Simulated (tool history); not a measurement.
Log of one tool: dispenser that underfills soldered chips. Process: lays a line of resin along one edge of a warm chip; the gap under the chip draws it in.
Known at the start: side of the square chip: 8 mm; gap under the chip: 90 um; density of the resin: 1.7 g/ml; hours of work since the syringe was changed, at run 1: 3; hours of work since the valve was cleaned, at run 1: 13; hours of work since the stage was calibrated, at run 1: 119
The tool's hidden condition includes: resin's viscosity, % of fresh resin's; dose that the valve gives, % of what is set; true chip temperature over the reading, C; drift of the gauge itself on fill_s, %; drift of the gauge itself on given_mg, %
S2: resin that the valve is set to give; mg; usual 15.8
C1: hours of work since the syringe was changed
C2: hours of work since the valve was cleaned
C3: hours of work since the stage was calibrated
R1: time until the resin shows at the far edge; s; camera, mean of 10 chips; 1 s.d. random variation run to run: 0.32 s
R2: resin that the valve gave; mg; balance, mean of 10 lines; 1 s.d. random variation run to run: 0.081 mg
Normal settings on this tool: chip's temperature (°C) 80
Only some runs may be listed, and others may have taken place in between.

run 1 hour=0.0 | chip's_temperature_(°C)=80 S2=15.8 | C1=3 C2=13 C3=119 | R1=12.3 R2=15.68
run 2 hour=2.5 | chip's_temperature_(°C)=80 S2=20.2 | C1=5 C2=15 C3=121 | R1=13.2 R2=20.09
-- hour=4.4 new syringe of resin
run 3 hour=5.4 | chip's_temperature_(°C)=84 S2=15.8 | C1=1 C2=17 C3=123 | R1=9.4 R2=15.68
run 4 hour=9.1 | chip's_temperature_(°C)=84 S2=15.8 | C1=4 C2=19 C3=125 | R1=11.0 R2=15.64
-- hour=12.1 new syringe of resin
run 5 hour=12.8 | chip's_temperature_(°C)=92 S2=15.8 | C1=0 C2=22 C3=128 | R1=6.5 R2=15.54
run 6 hour=16.7 | chip's_temperature_(°C)=92 S2=15.8 | C1=3 C2=25 C3=131 | R1=7.1 R2=15.44
-- hour=19.9 new syringe of resin
run 7 hour=19.9 | chip's_temperature_(°C)=80 S2=15.8 | C1=0 C2=27 C3=133 | R1=10.0 R2=15.38
run 8 hour=22.9 | chip's_temperature_(°C)=80 S2=15.8 | C1=2 C2=29 C3=135 | R1=12.6 R2=15.48
-- hour=27.8 new syringe of resin
run 9 hour=28.1 | chip's_temperature_(°C)=80 S2=15.8 | C1=0 C2=33 C3=139 | R1=11.3 R2=15.33
run 10 hour=31.2 | chip's_temperature_(°C)=95 S2=16.7 | C1=3 C2=36 C3=142 | R1=5.8 R2=16.23
-- hour=35.8 new syringe of resin
run 11 hour=36.5 | chip's_temperature_(°C)=68 S2=16.1 | C1=1 C2=39 C3=145 | R1=20.2 R2=15.52
run 12 hour=41.0 | chip's_temperature_(°C)=68 S2=16.1 | C1=4 C2=43 C3=149 | R1=24.4 R2=15.65
-- hour=43.9 new syringe of resin
run 13 hour=46.3 | chip's_temperature_(°C)=82 S2=18.4 | C1=2 C2=47 C3=153 | R1=10.8 R2=17.84
run 14 hour=48.6 | chip's_temperature_(°C)=82 S2=18.4 | C1=4 C2=48 C3=155 | R1=11.7 R2=17.69
-- hour=52.0 new syringe of resin
run 15 hour=52.3 | chip's_temperature_(°C)=82 S2=18.4 | C1=0 C2=51 C3=157 | R1=10.4 R2=17.69
run 16 hour=54.8 | chip's_temperature_(°C)=95 S2=18.3 | C1=2 C2=53 C3=159 | R1=5.5 R2=17.57
run 17 hour=59.2 | chip's_temperature_(°C)=91 S2=15.7 | C1=5 C2=56 C3=162 | R1=8.9 R2=14.79
-- hour=59.7 new syringe of resin
run 18 hour=62.3 | chip's_temperature_(°C)=70 S2=15.8 | C1=2 C2=59 C3=165 | R1=20.5 R2=15.22

Each row is a separate what-if for the run after 18, all from the same tool condition, not one after another. Results?
run A hour=67.0 | chip's_temperature_(°C)=83 S2=14.7 | C1=6 C2=62 C3=168 | R1=? R2=?
run B hour=67.0 | chip's_temperature_(°C)=66 S2=15.8 | C1=6 C2=62 C3=168 | R1=? R2=?
run C hour=67.0 | chip's_temperature_(°C)=75 S2=14.5 | C1=6 C2=62 C3=168 | R1=? R2=?

run=A R1=12.7 R2=13.92
run=B R1=29.4 R2=15.08
run=C R1=18.1 R2=13.70
Without the tool's unlogged condition, the same runs would have read:
run=A R1=9.6 R2=14.64
run=B R1=22.4 R2=15.87
run=C R1=13.6 R2=14.42

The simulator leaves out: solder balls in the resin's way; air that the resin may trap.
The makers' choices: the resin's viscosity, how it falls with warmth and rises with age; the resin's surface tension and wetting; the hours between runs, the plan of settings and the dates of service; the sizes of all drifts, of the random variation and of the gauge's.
